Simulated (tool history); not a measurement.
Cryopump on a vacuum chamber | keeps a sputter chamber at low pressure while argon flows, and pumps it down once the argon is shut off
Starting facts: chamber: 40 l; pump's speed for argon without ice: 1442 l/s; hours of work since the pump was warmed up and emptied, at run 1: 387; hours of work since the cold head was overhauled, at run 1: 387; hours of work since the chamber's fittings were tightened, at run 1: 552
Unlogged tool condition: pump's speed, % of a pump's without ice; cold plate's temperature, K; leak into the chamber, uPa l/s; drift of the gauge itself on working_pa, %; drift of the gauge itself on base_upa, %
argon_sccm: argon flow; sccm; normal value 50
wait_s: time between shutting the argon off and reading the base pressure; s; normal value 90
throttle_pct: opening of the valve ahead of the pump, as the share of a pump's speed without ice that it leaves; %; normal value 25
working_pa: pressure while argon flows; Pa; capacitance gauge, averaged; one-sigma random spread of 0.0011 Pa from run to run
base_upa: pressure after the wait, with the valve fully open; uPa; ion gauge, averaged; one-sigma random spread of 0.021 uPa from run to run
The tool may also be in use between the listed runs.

run,hour,argon_sccm,wait_s,throttle_pct,hours of work since the pump was warmed up and emptied,hours of work since the cold head was overhauled,hours of work since the chamber's fittings were tightened,working_pa,base_upa
1,0.0,50,90,25,387,387,552,0.2416,0.98
2,15.0,50,90,25,399,399,565,0.2419,0.97
3,32.2,50,90,25,414,414,579,0.2422,1.03
4,48.7,50,90,25,427,427,593,0.2441,0.97
5,63.7,50,128,25,440,440,605,0.2439,0.94
6,76.3,50,90,25,450,450,616,0.2456,1.08
7,94.0,37,90,25,465,465,631,0.1834,1.05
8,106.6,37,90,25,476,476,641,0.1814,1.03
9,124.1,37,29,39,490,490,656,0.1203,1.64
10,136.4,37,29,39,501,501,666,0.1188,1.62
11,156.2,37,29,58,517,517,683,0.0826,1.68
12,175.3,40,139,58,533,533,699,0.0908,1.01
13,189.0,89,27,33,545,545,710,0.3366,1.78
14,209.3,89,27,33,562,562,727,0.3371,1.79
15,223.6,89,44,27,574,574,739,0.4113,1.49

Here are 5 independent what-if runs from the current tool condition. What would each one return?
A,235.4,50,98,23,583,583,749,?,?
B,235.4,50,35,25,583,583,749,?,?
C,235.4,89,44,18,583,583,749,?,?
D,235.4,50,90,33,583,583,749,?,?
E,235.4,89,76,27,583,583,749,?,?

run,working_pa,base_upa
A,0.2672,1.15
B,0.2462,1.57
C,0.6001,1.52
D,0.1906,1.20
E,0.4121,1.20
Without the tool's unlogged condition, the same runs would have read:
run,working_pa,base_upa
A,0.2543,0.44
B,0.2333,0.88
C,0.5771,0.79
D,0.1775,0.50
E,0.3889,0.51
